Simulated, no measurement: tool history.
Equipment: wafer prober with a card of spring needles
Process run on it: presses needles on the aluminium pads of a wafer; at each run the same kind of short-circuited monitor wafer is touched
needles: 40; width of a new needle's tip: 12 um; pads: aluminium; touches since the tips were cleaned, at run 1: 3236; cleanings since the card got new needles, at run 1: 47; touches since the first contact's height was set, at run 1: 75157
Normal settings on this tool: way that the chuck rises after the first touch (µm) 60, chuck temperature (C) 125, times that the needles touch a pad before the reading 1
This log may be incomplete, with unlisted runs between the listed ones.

run,hour,way that the chuck rises after the first touch (µm),chuck temperature (C),times that the needles touch a pad before the reading,touches since the tips were cleaned,cleanings since the card got new needles,touches since the first contact's height was set,resistance of one needle with its contact and lead (mohm),way that a needle slides on the pad (µm)
1,0,60,125,1,3236,47,75157,270,13.87
# hour 9.1: tips cleaned on abrasive film
2,15.9,60,125,1,3479,48,83222,261,13.96
# hour 25.8: tips cleaned on abrasive film
# hour 41.1: tips cleaned on abrasive film
3,41.1,60,125,1,0,50,95936,262,13.91
# hour 57.4: tips cleaned on abrasive film
4,60.1,60,29,1,1367,51,105536,244,13.9
# hour 75: tips cleaned on abrasive film
5,88.4,50,125,1,6828,52,119909,265,11.59
# hour 91.7: tips cleaned on abrasive film
# hour 106.4: tips cleaned on abrasive film
# hour 121.3: tips cleaned on abrasive film
6,121.3,50,125,1,0,55,136494,268,11.51
# hour 136.8: tips cleaned on abrasive film
7,141.9,50,125,1,2584,56,146959,268,11.47
# hour 153.8: tips cleaned on abrasive film
# hour 170.3: tips cleaned on abrasive film
8,173,50,125,1,1379,58,162676,267,11.51
# hour 184.2: height of the first contact set anew
# hour 186.6: tips cleaned on abrasive film
9,193.3,60,77,1,3387,59,4553,250,13.82
# hour 203.5: tips cleaned on abrasive film
10,210.4,63,77,1,3495,60,13210,252,14.41
# hour 218.2: tips cleaned on abrasive film
# hour 234: tips cleaned on abrasive film
11,237,52,125,1,1513,62,26659,263,11.94
# hour 249.8: tips cleaned on abrasive film
12,260.4,52,125,1,5406,63,38543,265,11.91

The next listed run, before its measurement:
# hour 266: tips cleaned on abrasive film
# hour 283.2: tips cleaned on abrasive film
13,295.5,45,29,1,6272,65,56317,?,?

Run 13 produced resistance of one needle with its contact and lead (mohm) 244, way that a needle slides on the pad (µm) 10.31.
With no hidden state in the tool, this same run would have given resistance of one needle with its contact and lead (mohm) 243, way that a needle slides on the pad (µm) 10.41.

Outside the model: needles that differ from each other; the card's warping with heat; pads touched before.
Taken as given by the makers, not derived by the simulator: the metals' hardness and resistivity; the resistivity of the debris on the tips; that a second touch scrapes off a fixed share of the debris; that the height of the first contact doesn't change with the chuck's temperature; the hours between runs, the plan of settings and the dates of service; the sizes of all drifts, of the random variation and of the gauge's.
